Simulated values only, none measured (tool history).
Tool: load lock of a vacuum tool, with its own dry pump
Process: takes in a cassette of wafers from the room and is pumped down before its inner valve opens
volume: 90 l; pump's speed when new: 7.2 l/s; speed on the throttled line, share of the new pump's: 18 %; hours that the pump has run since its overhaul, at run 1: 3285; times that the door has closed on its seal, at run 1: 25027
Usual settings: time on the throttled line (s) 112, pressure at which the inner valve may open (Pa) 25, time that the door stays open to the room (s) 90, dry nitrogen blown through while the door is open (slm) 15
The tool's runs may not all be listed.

run	hour	time on the throttled line (s)	pressure at which the inner valve may open (Pa)	time that the door stays open to the room (s)	dry nitrogen blown through while the door is open (slm)	hours that the pump has run since its overhaul	times that the door has closed on its seal	incoming humidity of the room's air, %	time from the closed door until the inner valve may open (s)	rise of the pressure with all valves shut (Pa/min)
1	0.0	112	25	90	15	3285	25027	48.0	201.3	0.100
2	133.8	112	25	99	15	3419	25494	47.3	196.9	0.107
3	224.1	112	25	90	7	3509	25810	45.6	199.2	0.112
4	345.1	112	25	90	7	3630	26233	49.2	196.3	0.120
5	441.9	112	25	90	15	3727	26571	45.0	201.4	0.107
6	545.4	112	25	90	15	3831	26933	42.2	200.7	0.103
7	650.1	112	25	90	15	3935	27299	43.1	200.3	0.105
8	786.1	112	25	90	15	4071	27774	44.7	198.0	0.108
9	890.3	112	25	90	15	4175	28138	44.5	200.9	0.107
10	958.4	112	25	90	16	4243	28376	45.3	200.3	0.116
11	1087.3	112	25	90	16	4372	28827	45.4	199.7	0.119
12	1170.7	112	25	90	16	4456	29118	44.4	199.6	0.112
13	1240.0	112	25	90	34	4525	29360	43.5	201.2	0.110
14	1336.6	112	43	90	34	4622	29698	45.4	192.0	0.104
15	1437.8	112	25	90	15	4723	30052	46.4	199.5	0.127
16	1538.3	112	25	90	15	4823	30403	43.6	200.8	0.127
17	1601.4	112	25	90	15	4886	30623	45.8	200.0	0.128
18	1729.2	112	25	90	15	5014	31070	50.8	204.1	0.127
19	1800.1	173	20	157	29	5085	31317	43.7	252.5	0.124
20	1861.1	173	20	157	29	5146	31531	44.9	254.7	0.122
21	1971.6	112	25	59	27	5257	31917	49.9	201.9	0.121
22	2081.8	112	25	59	27	5367	32302	45.1	201.6	0.117
23	2158.5	58	25	65	27	5444	32570	43.3	157.7	0.123
24	2258.1	58	25	65	27	5543	32918	46.6	158.1	0.124
25	2359.4	58	25	65	27	5645	33272	43.9	161.0	0.122
26	2487.3	63	20	72	15	5772	33719	48.7	166.4	0.135
27	2583.8	63	20	72	15	5869	34056	47.1	164.8	0.132
28	2682.5	65	25	103	15	5968	34401	46.0	166.1	0.143
29	2789.3	100	30	90	22	6074	34774	42.6	187.9	0.130
30	2901.5	112	24	173	15	6187	35166	42.1	204.6	0.147
31	2998.4	112	24	173	15	6283	35505	45.3	203.3	0.159
32	3065.6	112	24	173	15	6351	35740	46.3	205.2	0.161
33	3131.0	112	24	173	15	6416	35969	45.5	205.1	0.154
34	3247.0	112	28	208	15	6532	36374	44.9	203.0	0.166
35	3331.3	112	28	208	15	6616	36669	48.3	200.5	0.168
36	3394.1	112	28	208	15	6679	36888	44.5	201.5	0.170

Forecast each of these 5 alternatives for the next run:
A	3485.7	74	34	208	14	6771	37208	44.2	?	?
B	3485.7	58	28	190	39	6771	37208	45.5	?	?
C	3485.7	112	28	101	15	6771	37208	43.3	?	?
D	3485.7	91	41	208	15	6771	37208	47.1	?	?
E	3485.7	112	25	48	27	6771	37208	48.7	?	?

run	time from the closed door until the inner valve may open (s)	rise of the pressure with all valves shut (Pa/min)
A	170.3	0.172
B	160.4	0.149
C	201.9	0.155
D	182.2	0.166
E	202.0	0.149
Without the tool's hidden state the same runs would have given:
run	time from the closed door until the inner valve may open (s)	rise of the pressure with all valves shut (Pa/min)
A	161.5	0.050
B	151.2	0.027
C	193.7	0.033
D	174.0	0.047
E	193.7	0.027

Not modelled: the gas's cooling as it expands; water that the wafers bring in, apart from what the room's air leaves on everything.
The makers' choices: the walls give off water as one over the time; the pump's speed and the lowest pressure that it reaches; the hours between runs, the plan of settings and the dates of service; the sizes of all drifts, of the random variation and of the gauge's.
